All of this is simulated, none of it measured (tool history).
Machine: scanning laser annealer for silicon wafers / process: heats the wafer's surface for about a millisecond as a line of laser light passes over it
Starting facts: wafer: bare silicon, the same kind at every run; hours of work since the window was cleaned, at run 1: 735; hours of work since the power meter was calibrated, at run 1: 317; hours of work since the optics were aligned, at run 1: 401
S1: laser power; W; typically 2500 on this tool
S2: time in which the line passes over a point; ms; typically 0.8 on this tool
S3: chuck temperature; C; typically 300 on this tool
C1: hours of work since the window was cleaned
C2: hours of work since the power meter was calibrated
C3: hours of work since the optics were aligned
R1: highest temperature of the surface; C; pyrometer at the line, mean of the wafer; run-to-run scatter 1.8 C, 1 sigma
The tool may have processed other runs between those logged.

Run 1, hour 0: usual settings; C1 735; C2 317; C3 401. Result: R1 1012 C.
Run 2, hour 15.8: usual settings; C1 746; C2 329; C3 412. Result: R1 1014 C.
Run 3, hour 34.6: usual settings but S2 0.858 ms; C1 760; C2 342; C3 426. Result: R1 1041 C.
Run 4, hour 53.9: usual settings but S2 0.858 ms; C1 774; C2 356; C3 439. Result: R1 1043 C.
At hour 75.2: window over the wafer cleaned.
Run 5, hour 76.7: usual settings but S2 0.858 ms; C1 1; C2 370; C3 454. Result: R1 1042 C.
Run 6, hour 100.7: usual settings but S3 273 C; C1 18; C2 388; C3 471. Result: R1 984 C.
Run 7, hour 113.2: usual settings but S3 273 C; C1 27; C2 396; C3 480. Result: R1 982 C.
Run 8, hour 133: usual settings but S3 273 C; C1 41; C2 411; C3 494. Result: R1 983 C.
Run 9, hour 156.7: usual settings but S1 2193 W; C1 58; C2 427; C3 511. Result: R1 905 C.
Run 10, hour 176.9: usual settings but S1 2193 W; C1 72; C2 442; C3 526. Result: R1 905 C.
Run 11, hour 195.3: usual settings but S1 2490 W; C1 86; C2 455; C3 539. Result: R1 1006 C.
Run 12, hour 216.9: usual settings but S1 2491 W, S3 330 C; C1 101; C2 470; C3 554. Result: R1 1040 C.
Run 13, hour 232.1: usual settings but S1 2443 W, S2 0.607 ms, S3 317 C; C1 112; C2 481; C3 565. Result: R1 907 C.
Run 14, hour 259.1: usual settings but S1 2443 W, S2 0.607 ms, S3 317 C; C1 131; C2 500; C3 584. Result: R1 907 C.
Run 15, hour 287.8: usual settings but S1 2575 W; C1 151; C2 521; C3 604. Result: R1 1040 C.
Run 16, hour 308: usual settings but S1 2575 W, S2 0.945 ms; C1 166; C2 535; C3 619. Result: R1 1114 C.
Run 17, hour 324.8: usual settings but S1 2471 W, S2 0.727 ms, S3 287 C; C1 178; C2 547; C3 631. Result: R1 955 C.
Run 18, hour 338: usual settings but S1 2371 W, S2 0.679 ms; C1 187; C2 557; C3 640. Result: R1 905 C.
Run 19, hour 366.6: usual settings but S1 2671 W, S2 0.593 ms, S3 334 C; C1 208; C2 577; C3 661. Result: R1 986 C.
Run 20, hour 388.4: usual settings but S1 2671 W, S2 0.593 ms, S3 334 C; C1 223; C2 592; C3 676. Result: R1 986 C.
Run 21, hour 402.8: usual settings but S1 2671 W, S2 0.748 ms, S3 321 C; C1 233; C2 603; C3 686. Result: R1 1066 C.
Run 22, hour 420.2: usual settings but S1 2671 W, S2 0.748 ms, S3 308 C; C1 246; C2 615; C3 699. Result: R1 1049 C.

Alternative continuations, all from the tool just after run 22; predict every row:
Run A, hour 436.1: usual settings but S1 2671 W, S2 0.886 ms, S3 308 C; C1 257; C2 626; C3 710. Result: R1 ?.
Run B, hour 436.1: usual settings but S1 2671 W, S2 0.613 ms, S3 260 C; C1 257; C2 626; C3 710. Result: R1 ?.
Run C, hour 436.1: usual settings but S1 2671 W, S3 325 C; C1 257; C2 626; C3 710. Result: R1 ?.

run    R1
  A  1131
  B   925
  C  1097
The same runs, with their run-to-run variation unchanged, on a tool lacking any hidden condition would have given:
run    R1
  A  1131
  B   925
  C  1098
